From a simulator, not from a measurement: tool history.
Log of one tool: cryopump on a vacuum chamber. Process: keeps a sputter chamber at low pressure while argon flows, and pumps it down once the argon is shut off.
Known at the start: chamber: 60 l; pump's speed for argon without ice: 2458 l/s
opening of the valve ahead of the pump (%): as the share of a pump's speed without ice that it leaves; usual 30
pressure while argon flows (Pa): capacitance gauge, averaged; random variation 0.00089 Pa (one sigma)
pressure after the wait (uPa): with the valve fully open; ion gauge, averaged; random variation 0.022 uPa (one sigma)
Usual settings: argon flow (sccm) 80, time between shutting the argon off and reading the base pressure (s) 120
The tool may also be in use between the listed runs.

| run | hour | argon flow (sccm) | time between shutting the argon off and reading the base pressure (s) | opening of the valve ahead of the pump (%) | pressure while argon flows (Pa) | pressure after the wait (uPa) |
|---|---|---|---|---|---|---|
| 1 | 0.0 | 80 | 120 | 30 | 0.1913 | 0.65 |
| 2 | 29.7 | 80 | 120 | 30 | 0.1944 | 0.67 |
| 3 | 51.2 | 80 | 120 | 20 | 0.2824 | 0.70 |
| 4 | 94.4 | 80 | 120 | 20 | 0.2861 | 0.73 |
| 5 | 136.5 | 80 | 120 | 30 | 0.1946 | 0.71 |
| 6 | 168.8 | 80 | 120 | 30 | 0.1967 | 0.72 |
| 7 | 208.7 | 80 | 120 | 30 | 0.1966 | 0.71 |
| 8 | 230.4 | 80 | 120 | 30 | 0.1968 | 0.68 |
| 9 | 254.0 | 80 | 120 | 30 | 0.1965 | 0.77 |
| 10 | 299.5 | 80 | 120 | 30 | 0.1983 | 0.72 |
| 11 | 319.0 | 80 | 120 | 24 | 0.2434 | 0.75 |
| 12 | 361.9 | 80 | 120 | 24 | 0.2440 | 0.74 |
| 13 | 406.8 | 80 | 120 | 24 | 0.2450 | 0.77 |
| 14 | 432.1 | 52 | 120 | 30 | 0.1297 | 0.77 |
| 15 | 466.3 | 147 | 72 | 23 | 0.4732 | 1.12 |
| 16 | 487.0 | 140 | 105 | 33 | 0.3208 | 0.91 |
| 17 | 521.5 | 140 | 105 | 33 | 0.3219 | 0.91 |
| 18 | 555.7 | 34 | 54 | 40 | 0.0659 | 1.39 |
| 19 | 586.6 | 34 | 54 | 40 | 0.0660 | 1.45 |
|  | 613.4 | pump warmed up, emptied and cooled again |
| 20 | 620.7 | 148 | 95 | 30 | 0.3431 | 0.88 |
| 21 | 660.9 | 148 | 95 | 30 | 0.3420 | 0.89 |
| 22 | 698.5 | 35 | 61 | 30 | 0.0812 | 1.24 |

Run 23 comes next. What will it give?
| 23 | 723.7 | 117 | 196 | 48 | ? | ? |

{"run 23": {"pressure while argon flows (Pa)": 0.17, "pressure after the wait (uPa)": 0.55}}
Without the tool's hidden state the same run would have given pressure while argon flows (Pa) 0.1661, pressure after the wait (uPa) 0.41.

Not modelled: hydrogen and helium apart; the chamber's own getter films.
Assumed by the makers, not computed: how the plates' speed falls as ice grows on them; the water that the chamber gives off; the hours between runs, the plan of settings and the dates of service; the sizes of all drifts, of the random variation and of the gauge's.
